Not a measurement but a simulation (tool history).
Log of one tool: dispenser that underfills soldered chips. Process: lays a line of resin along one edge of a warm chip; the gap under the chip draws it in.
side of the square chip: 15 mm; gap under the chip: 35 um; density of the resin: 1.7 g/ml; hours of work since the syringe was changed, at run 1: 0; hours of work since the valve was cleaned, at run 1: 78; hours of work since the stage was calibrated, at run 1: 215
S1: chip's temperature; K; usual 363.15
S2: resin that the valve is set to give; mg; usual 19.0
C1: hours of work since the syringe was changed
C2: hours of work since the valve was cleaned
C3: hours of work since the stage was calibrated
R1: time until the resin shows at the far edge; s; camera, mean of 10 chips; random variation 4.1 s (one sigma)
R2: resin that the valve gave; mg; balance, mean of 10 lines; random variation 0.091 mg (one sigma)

Run 1, hour 0.0: usual settings; C1 0; C2 78; C3 215. Result: R1 403.4 s, R2 18.31 mg.
Run 2, hour 7.7: usual settings but S1 354.15 K; C1 6; C2 84; C3 220. Result: R1 698.0 s, R2 18.24 mg.
At hour 14.9: new syringe of resin.
Run 3, hour 18.2: usual settings but S1 354.15 K, S2 23.0 mg; C1 2; C2 91; C3 228. Result: R1 596.7 s, R2 21.97 mg.
Run 4, hour 23.7: usual settings but S1 354.15 K, S2 23.0 mg; C1 6; C2 95; C3 232. Result: R1 681.2 s, R2 21.80 mg.
At hour 29.7: new syringe of resin.
Run 5, hour 30.0: usual settings but S1 354.15 K, S2 19.7 mg; C1 0; C2 100; C3 236. Result: R1 535.0 s, R2 18.76 mg.
Run 6, hour 36.3: usual settings but S1 354.15 K, S2 19.7 mg; C1 5; C2 104; C3 241. Result: R1 648.3 s, R2 18.57 mg.
At hour 44.0: new syringe of resin.
Run 7, hour 47.6: usual settings but S1 354.15 K, S2 19.7 mg; C1 3; C2 112; C3 249. Result: R1 599.7 s, R2 18.64 mg.
At hour 58.7: new syringe of resin.
Run 8, hour 61.2: usual settings but S1 354.15 K, S2 19.7 mg; C1 2; C2 122; C3 259. Result: R1 586.6 s, R2 18.50 mg.
At hour 73.2: new syringe of resin.
Run 9, hour 74.4: usual settings but S1 368.15 K, S2 24.0 mg; C1 1; C2 131; C3 268. Result: R1 335.8 s, R2 22.46 mg.
Run 10, hour 84.4: usual settings but S2 20.8 mg; C1 8; C2 139; C3 275. Result: R1 544.9 s, R2 19.34 mg.
At hour 87.5: new syringe of resin.
At hour 95.8: dispensing valve cleaned and set on the balance.
Run 11, hour 98.8: usual settings but S1 369.15 K, S2 20.1 mg; C1 7; C2 2; C3 285. Result: R1 431.7 s, R2 20.17 mg.
At hour 103.7: new syringe of resin.
Run 12, hour 112.4: usual settings but S1 352.15 K, S2 17.1 mg; C1 6; C2 12; C3 294. Result: R1 760.7 s, R2 17.04 mg.

Forecast each of these 5 alternatives for the next run:
At hour 118.2: new syringe of resin.
Run A, hour 122.1: usual settings but S1 353.15 K, S2 17.5 mg; C1 3; C2 19; C3 301. Result: R1 ?, R2 ?.
At hour 118.2: new syringe of resin.
Run B, hour 122.1: usual settings but S1 359.15 K, S2 16.7 mg; C1 3; C2 19; C3 301. Result: R1 ?, R2 ?.
At hour 118.2: new syringe of resin.
Run C, hour 122.1: usual settings but S1 362.15 K, S2 18.6 mg; C1 3; C2 19; C3 301. Result: R1 ?, R2 ?.
At hour 118.2: new syringe of resin.
Run D, hour 122.1: usual settings but S1 350.15 K, S2 24.0 mg; C1 3; C2 19; C3 301. Result: R1 ?, R2 ?.
At hour 118.2: new syringe of resin.
Run E, hour 122.1: usual settings but S1 373.15 K, S2 21.7 mg; C1 3; C2 19; C3 301. Result: R1 ?, R2 ?.

run     R1     R2
  A  621.4  17.33
  B  517.0  16.60
  C  454.1  18.41
  D  674.2  23.74
  E  314.6  21.59
Without the tool's hidden state the same runs would have given:
run     R1     R2
  A  588.1  17.50
  B  488.1  16.77
  C  428.9  18.60
  D  640.2  23.98
  E  296.5  21.81
